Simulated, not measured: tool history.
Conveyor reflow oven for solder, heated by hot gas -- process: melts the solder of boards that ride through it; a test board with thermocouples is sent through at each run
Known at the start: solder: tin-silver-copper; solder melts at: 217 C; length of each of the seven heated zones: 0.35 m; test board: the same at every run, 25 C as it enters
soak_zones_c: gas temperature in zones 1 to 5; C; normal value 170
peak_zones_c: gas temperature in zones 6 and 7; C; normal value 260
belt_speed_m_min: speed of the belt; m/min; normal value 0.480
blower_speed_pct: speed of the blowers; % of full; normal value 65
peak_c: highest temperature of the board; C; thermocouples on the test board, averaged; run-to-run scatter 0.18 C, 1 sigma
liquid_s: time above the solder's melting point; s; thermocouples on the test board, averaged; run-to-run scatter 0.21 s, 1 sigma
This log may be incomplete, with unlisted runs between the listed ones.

run 1 hour=0.0 | soak_zones_c=170 peak_zones_c=260 belt_speed_m_min=0.480 blower_speed_pct=65 | peak_c=243.2 liquid_s=55.0
run 2 hour=24.3 | soak_zones_c=170 peak_zones_c=260 belt_speed_m_min=0.474 blower_speed_pct=65 | peak_c=243.9 liquid_s=56.4
run 3 hour=46.5 | soak_zones_c=170 peak_zones_c=260 belt_speed_m_min=0.474 blower_speed_pct=65 | peak_c=244.1 liquid_s=56.2
run 4 hour=79.5 | soak_zones_c=170 peak_zones_c=260 belt_speed_m_min=0.474 blower_speed_pct=65 | peak_c=243.8 liquid_s=56.2
run 5 hour=125.9 | soak_zones_c=170 peak_zones_c=259 belt_speed_m_min=0.474 blower_speed_pct=65 | peak_c=242.9 liquid_s=55.5
run 6 hour=157.4 | soak_zones_c=170 peak_zones_c=259 belt_speed_m_min=0.474 blower_speed_pct=65 | peak_c=242.6 liquid_s=55.2
run 7 hour=198.8 | soak_zones_c=170 peak_zones_c=259 belt_speed_m_min=0.474 blower_speed_pct=65 | peak_c=243.0 liquid_s=55.1
run 8 hour=240.8 | soak_zones_c=170 peak_zones_c=259 belt_speed_m_min=0.474 blower_speed_pct=65 | peak_c=242.8 liquid_s=55.8
run 9 hour=285.4 | soak_zones_c=170 peak_zones_c=259 belt_speed_m_min=0.474 blower_speed_pct=65 | peak_c=242.9 liquid_s=55.7
run 10 hour=306.0 | soak_zones_c=164 peak_zones_c=260 belt_speed_m_min=0.480 blower_speed_pct=65 | peak_c=242.2 liquid_s=51.6
run 11 hour=340.4 | soak_zones_c=164 peak_zones_c=260 belt_speed_m_min=0.480 blower_speed_pct=65 | peak_c=242.1 liquid_s=51.4
run 12 hour=379.3 | soak_zones_c=164 peak_zones_c=260 belt_speed_m_min=0.480 blower_speed_pct=65 | peak_c=242.0 liquid_s=51.2
run 13 hour=425.1 | soak_zones_c=170 peak_zones_c=252 belt_speed_m_min=0.480 blower_speed_pct=65 | peak_c=236.5 liquid_s=47.0
run 14 hour=473.6 | soak_zones_c=170 peak_zones_c=252 belt_speed_m_min=0.480 blower_speed_pct=65 | peak_c=236.3 liquid_s=46.7
run 15 hour=521.3 | soak_zones_c=170 peak_zones_c=255 belt_speed_m_min=0.480 blower_speed_pct=65 | peak_c=239.1 liquid_s=50.5
run 16 hour=563.0 | soak_zones_c=159 peak_zones_c=256 belt_speed_m_min=0.480 blower_speed_pct=51 | peak_c=234.5 liquid_s=38.3
run 17 hour=604.7 | soak_zones_c=164 peak_zones_c=256 belt_speed_m_min=0.465 blower_speed_pct=51 | peak_c=237.1 liquid_s=45.5
run 18 hour=635.3 | soak_zones_c=163 peak_zones_c=254 belt_speed_m_min=0.480 blower_speed_pct=57 | peak_c=235.5 liquid_s=41.8
run 19 hour=680.8 | soak_zones_c=155 peak_zones_c=254 belt_speed_m_min=0.480 blower_speed_pct=64 | peak_c=235.0 liquid_s=39.6
run 20 hour=730.7 | soak_zones_c=155 peak_zones_c=254 belt_speed_m_min=0.480 blower_speed_pct=64 | peak_c=235.0 liquid_s=39.9
run 21 hour=757.2 | soak_zones_c=170 peak_zones_c=248 belt_speed_m_min=0.489 blower_speed_pct=65 | peak_c=232.8 liquid_s=40.1
run 22 hour=795.8 | soak_zones_c=169 peak_zones_c=253 belt_speed_m_min=0.540 blower_speed_pct=53 | peak_c=231.0 liquid_s=30.4
run 23 hour=838.8 | soak_zones_c=169 peak_zones_c=253 belt_speed_m_min=0.540 blower_speed_pct=53 | peak_c=230.4 liquid_s=30.4
run 24 hour=885.1 | soak_zones_c=169 peak_zones_c=253 belt_speed_m_min=0.540 blower_speed_pct=53 | peak_c=230.7 liquid_s=30.5
run 25 hour=918.1 | soak_zones_c=170 peak_zones_c=259 belt_speed_m_min=0.480 blower_speed_pct=65 | peak_c=242.4 liquid_s=54.4
run 26 hour=952.3 | soak_zones_c=170 peak_zones_c=259 belt_speed_m_min=0.480 blower_speed_pct=65 | peak_c=242.5 liquid_s=54.5
run 27 hour=993.1 | soak_zones_c=170 peak_zones_c=254 belt_speed_m_min=0.480 blower_speed_pct=65 | peak_c=238.1 liquid_s=48.9
run 28 hour=1023.5 | soak_zones_c=170 peak_zones_c=254 belt_speed_m_min=0.480 blower_speed_pct=65 | peak_c=238.0 liquid_s=49.3
run 29 hour=1052.5 | soak_zones_c=176 peak_zones_c=257 belt_speed_m_min=0.506 blower_speed_pct=82 | peak_c=243.1 liquid_s=55.4
run 30 hour=1088.7 | soak_zones_c=172 peak_zones_c=263 belt_speed_m_min=0.455 blower_speed_pct=63 | peak_c=248.0 liquid_s=64.1

Between the runs listed above, the log contained 3 entries, not reproduced here. Where in the sequence does each belong, and how does what the log doesn't record of the tool's condition differ from the listed run before to the listed run after?
Logged between run 12 and run 13: thermocouples of zones 6 and 7 changed (hour 402.1)
  true gas temperature in zones 6 and 7 over the reading, C: -0.02 -> -0.01
Logged between run 14 and run 15: flux residue cleaned out of gas plates and filters (hour 482.0)
  heat that the gas passes to the board, % of a clean oven's: 99.8 -> 100
Logged between run 27 and run 28: flux residue cleaned out of gas plates and filters (hour 1023.3)
  heat that the gas passes to the board, % of a clean oven's: 99.8 -> 100

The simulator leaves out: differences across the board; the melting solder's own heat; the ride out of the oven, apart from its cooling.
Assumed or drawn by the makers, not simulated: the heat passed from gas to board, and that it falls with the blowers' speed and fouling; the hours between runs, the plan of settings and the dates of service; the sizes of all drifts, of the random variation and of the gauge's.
